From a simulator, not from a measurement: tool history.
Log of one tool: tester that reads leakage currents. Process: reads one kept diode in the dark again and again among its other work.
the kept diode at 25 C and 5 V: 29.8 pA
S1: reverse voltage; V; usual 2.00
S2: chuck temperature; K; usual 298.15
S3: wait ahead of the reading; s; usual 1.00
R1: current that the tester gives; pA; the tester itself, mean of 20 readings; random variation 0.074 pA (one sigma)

run 1 hour=0.0 | S1=2.00 S2=298.15 S3=1.00 | R1=21.46
run 2 hour=201.2 | S1=2.00 S2=298.15 S3=1.00 | R1=21.75
run 3 hour=453.2 | S1=1.44 S2=298.15 S3=1.00 | R1=18.24
run 4 hour=604.5 | S1=1.44 S2=298.15 S3=1.00 | R1=18.38
run 5 hour=854.4 | S1=1.44 S2=298.15 S3=1.00 | R1=18.69
run 6 hour=1066.0 | S1=1.44 S2=298.15 S3=1.00 | R1=19.04
run 7 hour=1237.7 | S1=1.44 S2=298.15 S3=1.00 | R1=19.11
run 8 hour=1376.3 | S1=1.44 S2=298.15 S3=1.00 | R1=19.37
-- hour=1597.8 probe card cleaned and baked
run 9 hour=1638.9 | S1=1.44 S2=298.15 S3=1.00 | R1=16.16
run 10 hour=1815.8 | S1=1.44 S2=298.15 S3=1.00 | R1=16.19
run 11 hour=1981.0 | S1=1.44 S2=298.15 S3=1.00 | R1=16.48
run 12 hour=2097.9 | S1=5.67 S2=298.15 S3=1.00 | R1=36.77
run 13 hour=2342.5 | S1=17.98 S2=294.15 S3=1.97 | R1=58.80
run 14 hour=2509.2 | S1=17.98 S2=294.15 S3=1.97 | R1=61.55
-- hour=2522.7 chuck's temperature calibrated
run 15 hour=2658.9 | S1=2.00 S2=298.15 S3=5.05 | R1=21.21
run 16 hour=2917.1 | S1=2.13 S2=294.15 S3=0.99 | R1=17.45
run 17 hour=3163.7 | S1=2.13 S2=294.15 S3=0.99 | R1=17.86
run 18 hour=3336.1 | S1=2.00 S2=313.15 S3=2.08 | R1=60.55
run 19 hour=3586.8 | S1=9.27 S2=302.15 S3=4.03 | R1=76.14
run 20 hour=3840.3 | S1=16.31 S2=300.15 S3=1.14 | R1=102.88
run 21 hour=3973.0 | S1=1.49 S2=296.15 S3=6.98 | R1=17.30
-- hour=3996.6 chuck's temperature calibrated, once more
-- hour=3998.6 tester calibrated
run 22 hour=4201.9 | S1=1.49 S2=296.15 S3=6.98 | R1=16.32
run 23 hour=4412.0 | S1=1.18 S2=314.15 S3=2.97 | R1=45.70
run 24 hour=4525.3 | S1=1.18 S2=314.15 S3=2.97 | R1=45.84

3 ways to go on from here, each from the tool as it stands after run 24. What would each give?
run A hour=4776.2 | S1=18.98 S2=314.15 S3=2.97 | R1=?
run B hour=4776.2 | S1=2.00 S2=305.15 S3=3.07 | R1=?
run C hour=4776.2 | S1=2.00 S2=330.15 S3=1.48 | R1=?

run=A R1=246.37
run=B R1=35.71
run=C R1=170.11
Without the tool's hidden state the same runs would have given:
run=A R1=198.64
run=B R1=30.55
run=C R1=163.64
